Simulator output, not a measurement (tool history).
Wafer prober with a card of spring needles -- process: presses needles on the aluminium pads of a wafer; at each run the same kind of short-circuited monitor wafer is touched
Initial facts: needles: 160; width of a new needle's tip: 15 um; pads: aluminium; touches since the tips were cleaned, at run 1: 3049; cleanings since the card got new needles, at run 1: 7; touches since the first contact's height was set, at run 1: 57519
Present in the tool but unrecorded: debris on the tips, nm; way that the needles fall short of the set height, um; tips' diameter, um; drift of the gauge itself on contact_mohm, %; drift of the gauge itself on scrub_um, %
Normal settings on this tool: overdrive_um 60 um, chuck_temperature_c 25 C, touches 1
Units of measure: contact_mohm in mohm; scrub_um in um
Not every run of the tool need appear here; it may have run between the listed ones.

run,hour,overdrive_um,chuck_temperature_c,touches,touches since the tips were cleaned,cleanings since the card got new needles,touches since the first contact's height was set,contact_mohm,scrub_um
1,0.0,60,25,1,3049,7,57519,124,12.84
2,8.2,60,76,1,5125,7,59595,130,12.90
# hour 14.0: tips cleaned on abrasive film
3,14.0,60,25,1,0,8,61059,123,12.87
4,20.5,60,25,1,1655,8,62714,124,12.92
5,28.4,60,25,1,3670,8,64729,124,12.65
6,38.2,60,25,3,6162,8,67221,122,12.92
# hour 40.1: tips cleaned on abrasive film
7,46.3,60,25,3,1577,9,69265,123,12.87
8,56.2,63,25,1,4098,9,71786,122,13.31
9,64.7,63,25,1,6249,9,73937,123,13.45
# hour 66.7: tips cleaned on abrasive film
10,72.1,55,25,1,1385,10,75813,126,11.79
11,83.4,55,25,1,4257,10,78685,124,11.77
# hour 93.0: tips cleaned on abrasive film
12,93.8,55,25,1,194,11,81297,122,11.74
13,100.0,60,25,1,1777,11,82880,125,12.75
14,107.1,60,25,1,3599,11,84702,125,12.72
15,115.5,60,25,2,5726,11,86829,123,12.79
# hour 119.0: tips cleaned on abrasive film
16,126.8,60,34,1,1985,12,89693,125,12.63
17,137.6,60,34,1,4727,12,92435,125,12.85
18,142.4,59,98,3,5953,12,93661,134,12.67
# hour 145.5: tips cleaned on abrasive film
19,151.0,59,98,3,1384,13,95810,134,12.64

What does the tool deliver on the next run?
20,157.5,60,25,3,3059,13,97485,?,?

{"run 20": {"contact_mohm": 126, "scrub_um": 12.74}}
If the tool had no hidden condition, the same run with the same run-to-run variation would have returned contact_mohm 126 mohm, scrub_um 12.74 um.

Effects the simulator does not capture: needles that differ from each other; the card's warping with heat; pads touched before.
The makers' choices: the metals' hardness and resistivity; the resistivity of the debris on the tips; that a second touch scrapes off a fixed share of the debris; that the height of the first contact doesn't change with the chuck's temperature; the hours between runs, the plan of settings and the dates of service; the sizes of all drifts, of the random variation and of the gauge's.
